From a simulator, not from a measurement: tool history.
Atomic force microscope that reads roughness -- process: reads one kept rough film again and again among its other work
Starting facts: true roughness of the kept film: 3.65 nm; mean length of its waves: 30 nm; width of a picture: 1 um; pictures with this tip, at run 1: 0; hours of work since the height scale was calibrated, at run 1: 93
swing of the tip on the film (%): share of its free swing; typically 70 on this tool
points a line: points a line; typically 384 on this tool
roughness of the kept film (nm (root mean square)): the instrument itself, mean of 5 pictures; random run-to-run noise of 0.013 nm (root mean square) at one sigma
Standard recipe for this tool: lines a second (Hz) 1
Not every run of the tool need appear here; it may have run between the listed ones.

run,hour,lines a second (Hz),swing of the tip on the film (%),points a line,pictures with this tip,hours of work since the height scale was calibrated,roughness of the kept film (nm (root mean square))
1,0,1,70,384,0,93,3.187
2,8,1,70,384,10,96,3.098
3,13.2,1,70,384,17,98,3.044
4,17.1,0.7,70,384,22,100,2.973
5,25.9,0.7,70,384,34,104,2.908
6,35.2,1.21,70,384,46,107,2.786
7,40.6,1.21,70,384,54,110,2.729
8,45.3,1.21,70,384,60,111,2.683
9,53.5,1.21,70,384,71,115,2.602
# hour 58.1: new tip fitted
10,58.9,1.21,70,261,1,117,3.129
11,64.9,1.47,70,384,9,119,3.083
12,71.6,1.47,70,384,18,122,2.985
13,77.8,1,70,384,26,125,2.934
14,85,1,70,546,36,127,2.876
15,94.3,1,70,546,48,131,2.783
16,100.7,1,70,546,57,134,2.739
17,104.7,1,70,546,62,136,2.688
18,109.9,1,70,546,69,138,2.643
19,113.8,1,70,546,74,139,2.59
# hour 115.7: new tip fitted
20,120,1,70,384,5,142,3.127
21,129.1,1,70,384,17,145,3.019
22,137.3,1,70,384,28,149,2.924
23,142,1,70,384,35,151,2.87
24,149,1,70,384,44,153,2.794
25,156.1,1,70,384,53,156,2.718
26,163.9,1,70,384,64,159,2.647
27,172.1,1,74,384,74,163,2.591

What will run 28 give?
# hour 173.8: new tip fitted
28,177.8,1,85,384,5,165,?

{"run 28": {"roughness of the kept film (nm (root mean square))": 3.087}}
Had the tool carried no hidden state, the very same run would have given roughness of the kept film (nm (root mean square)) 3.155.

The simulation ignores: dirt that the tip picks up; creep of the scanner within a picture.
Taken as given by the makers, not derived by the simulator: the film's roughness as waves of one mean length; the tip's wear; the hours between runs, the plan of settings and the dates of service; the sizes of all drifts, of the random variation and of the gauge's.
